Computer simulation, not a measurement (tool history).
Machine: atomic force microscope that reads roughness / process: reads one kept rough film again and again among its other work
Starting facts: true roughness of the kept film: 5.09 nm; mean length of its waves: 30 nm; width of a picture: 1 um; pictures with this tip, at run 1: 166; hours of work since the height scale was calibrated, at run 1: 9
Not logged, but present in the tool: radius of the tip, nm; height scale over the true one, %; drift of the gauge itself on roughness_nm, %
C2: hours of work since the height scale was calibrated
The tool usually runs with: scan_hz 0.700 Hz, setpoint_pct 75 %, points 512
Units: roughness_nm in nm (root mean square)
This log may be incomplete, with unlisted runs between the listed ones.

Run 1, hour 0.0: usual settings; pictures with this tip 166; C2 9. Result: roughness_nm 3.773 nm (root mean square).
Run 2, hour 4.4: usual settings; pictures with this tip 173; C2 11. Result: roughness_nm 3.747 nm (root mean square).
Run 3, hour 9.2: usual settings; pictures with this tip 180; C2 14. Result: roughness_nm 3.747 nm (root mean square).
Run 4, hour 16.7: usual settings; pictures with this tip 191; C2 18. Result: roughness_nm 3.724 nm (root mean square).
Run 5, hour 22.9: usual settings but points 285; pictures with this tip 200; C2 21. Result: roughness_nm 3.621 nm (root mean square).
Run 6, hour 32.4: usual settings but points 285; pictures with this tip 214; C2 27. Result: roughness_nm 3.589 nm (root mean square).
Run 7, hour 38.9: usual settings but points 285; pictures with this tip 224; C2 30. Result: roughness_nm 3.591 nm (root mean square).
Run 8, hour 48.2: usual settings but points 285; pictures with this tip 238; C2 35. Result: roughness_nm 3.548 nm (root mean square).
Run 9, hour 54.6: usual settings but points 573; pictures with this tip 248; C2 39. Result: roughness_nm 3.589 nm (root mean square).
Run 10, hour 64.4: usual settings; pictures with this tip 262; C2 44. Result: roughness_nm 3.528 nm (root mean square).
Run 11, hour 69.1: usual settings; pictures with this tip 269; C2 47. Result: roughness_nm 3.542 nm (root mean square).
Run 12, hour 74.2: usual settings but points 682; pictures with this tip 277; C2 50. Result: roughness_nm 3.500 nm (root mean square).
Run 13, hour 82.1: usual settings but points 348; pictures with this tip 289; C2 54. Result: roughness_nm 3.433 nm (root mean square).
Run 14, hour 89.5: usual settings but points 406; pictures with this tip 300; C2 58. Result: roughness_nm 3.460 nm (root mean square).
Run 15, hour 95.6: usual settings; pictures with this tip 309; C2 62. Result: roughness_nm 3.461 nm (root mean square).
Run 16, hour 103.0: usual settings; pictures with this tip 320; C2 66. Result: roughness_nm 3.409 nm (root mean square).
Run 17, hour 108.5: usual settings; pictures with this tip 328; C2 69. Result: roughness_nm 3.398 nm (root mean square).
Run 18, hour 114.3: usual settings; pictures with this tip 337; C2 72. Result: roughness_nm 3.414 nm (root mean square).
Run 19, hour 120.5: usual settings but points 525; pictures with this tip 346; C2 75. Result: roughness_nm 3.369 nm (root mean square).
Run 20, hour 127.5: usual settings but points 525; pictures with this tip 357; C2 79. Result: roughness_nm 3.373 nm (root mean square).
At hour 129.4: new tip fitted.
Run 21, hour 133.6: usual settings but setpoint_pct 77 %; pictures with this tip 6; C2 82. Result: roughness_nm 4.180 nm (root mean square).
Run 22, hour 139.3: usual settings but scan_hz 1.134 Hz, setpoint_pct 62 %, points 865; pictures with this tip 15; C2 85. Result: roughness_nm 4.192 nm (root mean square).
Run 23, hour 148.7: usual settings but scan_hz 1.779 Hz, setpoint_pct 55 %; pictures with this tip 29; C2 91. Result: roughness_nm 4.139 nm (root mean square).
Run 24, hour 153.6: usual settings but points 664; pictures with this tip 36; C2 93. Result: roughness_nm 4.097 nm (root mean square).
Run 25, hour 159.2: usual settings but scan_hz 0.781 Hz, setpoint_pct 76 %, points 547; pictures with this tip 44; C2 96. Result: roughness_nm 4.034 nm (root mean square).
Run 26, hour 168.3: usual settings but scan_hz 3.384 Hz, setpoint_pct 84 %, points 584; pictures with this tip 58; C2 102. Result: roughness_nm 3.165 nm (root mean square).
Run 27, hour 174.1: usual settings but setpoint_pct 64 %, points 563; pictures with this tip 67; C2 105. Result: roughness_nm 4.094 nm (root mean square).
Run 28, hour 184.3: usual settings but scan_hz 1.926 Hz, setpoint_pct 65 %, points 563; pictures with this tip 82; C2 110. Result: roughness_nm 3.861 nm (root mean square).
Run 29, hour 188.4: usual settings but scan_hz 1.926 Hz, setpoint_pct 65 %, points 563; pictures with this tip 88; C2 113. Result: roughness_nm 3.868 nm (root mean square).
Run 30, hour 195.3: usual settings but scan_hz 1.926 Hz, setpoint_pct 62 %, points 354; pictures with this tip 98; C2 116. Result: roughness_nm 3.832 nm (root mean square).
Run 31, hour 201.3: usual settings but scan_hz 0.974 Hz, setpoint_pct 62 %, points 354; pictures with this tip 107; C2 120. Result: roughness_nm 3.952 nm (root mean square).
Run 32, hour 206.9: usual settings but scan_hz 0.974 Hz, setpoint_pct 61 %, points 979; pictures with this tip 116; C2 123. Result: roughness_nm 3.952 nm (root mean square).
Run 33, hour 217.1: usual settings but setpoint_pct 83 %; pictures with this tip 131; C2 129. Result: roughness_nm 3.773 nm (root mean square).
Run 34, hour 225.4: usual settings but setpoint_pct 83 %; pictures with this tip 143; C2 133. Result: roughness_nm 3.732 nm (root mean square).
Run 35, hour 229.8: usual settings but scan_hz 0.731 Hz, setpoint_pct 78 %, points 1007; pictures with this tip 150; C2 136. Result: roughness_nm 3.780 nm (root mean square).
Run 36, hour 236.7: usual settings but scan_hz 0.831 Hz, points 331; pictures with this tip 160; C2 139. Result: roughness_nm 3.675 nm (root mean square).
Run 37, hour 241.4: usual settings but scan_hz 0.831 Hz, setpoint_pct 60 %, points 331; pictures with this tip 167; C2 142. Result: roughness_nm 3.790 nm (root mean square).
Run 38, hour 248.8: usual settings but scan_hz 3.590 Hz, setpoint_pct 58 %, points 268; pictures with this tip 178; C2 146. Result: roughness_nm 3.549 nm (root mean square).
Run 39, hour 256.2: usual settings but scan_hz 3.590 Hz, setpoint_pct 58 %, points 268; pictures with this tip 189; C2 150. Result: roughness_nm 3.533 nm (root mean square).
Run 40, hour 263.6: usual settings but setpoint_pct 68 %, points 384; pictures with this tip 200; C2 154. Result: roughness_nm 3.721 nm (root mean square).

Each row is a separate what-if for the run after 40, all from the same tool condition, not one after another. Results?
Run A, hour 272.0: usual settings but scan_hz 3.585 Hz, setpoint_pct 68 %, points 384; pictures with this tip 213; C2 159. Result: roughness_nm ?.
Run B, hour 272.0: usual settings but setpoint_pct 89 %, points 384; pictures with this tip 213; C2 159. Result: roughness_nm ?.
Run C, hour 272.0: usual settings but scan_hz 1.366 Hz, setpoint_pct 68 %, points 384; pictures with this tip 213; C2 159. Result: roughness_nm ?.

run  roughness_nm
  A         3.308
  B         3.485
  C         3.598
Stripped of hidden state, with their random variation kept, the same runs would have yielded:
run  roughness_nm
  A         3.813
  B         4.018
  C         4.147

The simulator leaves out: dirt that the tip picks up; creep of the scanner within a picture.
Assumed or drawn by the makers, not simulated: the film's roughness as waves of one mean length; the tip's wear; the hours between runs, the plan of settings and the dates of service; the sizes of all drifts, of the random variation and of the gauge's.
